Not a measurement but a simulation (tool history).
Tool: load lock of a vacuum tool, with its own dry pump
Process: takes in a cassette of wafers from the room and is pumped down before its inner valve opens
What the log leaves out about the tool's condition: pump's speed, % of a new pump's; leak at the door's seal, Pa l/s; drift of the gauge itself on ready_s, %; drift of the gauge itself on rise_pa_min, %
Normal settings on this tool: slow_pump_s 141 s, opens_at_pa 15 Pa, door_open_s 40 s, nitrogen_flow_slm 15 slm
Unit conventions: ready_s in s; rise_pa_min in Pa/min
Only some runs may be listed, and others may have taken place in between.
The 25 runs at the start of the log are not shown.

run	hour	slow_pump_s	opens_at_pa	door_open_s	nitrogen_flow_slm	hours that the pump has run since its overhaul	times that the door has closed on its seal	incoming humidity of the room's air, %	ready_s	rise_pa_min
26	7342.8	156	11	50	31	525	11175	45.6	217.6	0.081
27	7727.9	203	14	50	31	910	11937	46.2	258.7	0.083
28	7978.3	141	15	121	15	1160	12432	46.1	202.4	0.131
29	8219.1	141	15	40	11	1401	12908	44.4	202.9	0.104
30	8418.1	141	12	40	22	1600	13302	48.9	205.4	0.097
31	8810.2	141	12	138	22	1992	14077	43.2	204.3	0.121
32	9175.2	141	19	49	15	2357	14799	45.3	201.2	0.112
33	9587.3	141	19	49	15	2769	15614	45.0	201.3	0.120
34	9848.0	141	19	49	15	3030	16129	45.4	201.9	0.130
35	10067.6	141	19	49	15	3250	16563	44.7	203.0	0.130
36	10436.8	141	19	49	15	3619	17293	42.3	201.9	0.133
37	10648.6	141	19	49	15	3831	17712	43.3	201.9	0.138
38	10901.4	141	19	51	17	4083	18212	47.4	201.6	0.144

Here are 3 independent what-if runs from the current tool condition. What would each one return?
A	11160.4	87	12	138	15	4342	18724	42.9	?	?
B	11160.4	133	19	51	17	4342	18724	47.1	?	?
C	11160.4	141	19	25	6	4342	18724	45.9	?	?

run	ready_s	rise_pa_min
A	159.0	0.171
B	195.4	0.145
C	202.6	0.149
Without the tool's hidden state the same runs would have given:
run	ready_s	rise_pa_min
A	156.3	0.075
B	193.2	0.047
C	200.4	0.050

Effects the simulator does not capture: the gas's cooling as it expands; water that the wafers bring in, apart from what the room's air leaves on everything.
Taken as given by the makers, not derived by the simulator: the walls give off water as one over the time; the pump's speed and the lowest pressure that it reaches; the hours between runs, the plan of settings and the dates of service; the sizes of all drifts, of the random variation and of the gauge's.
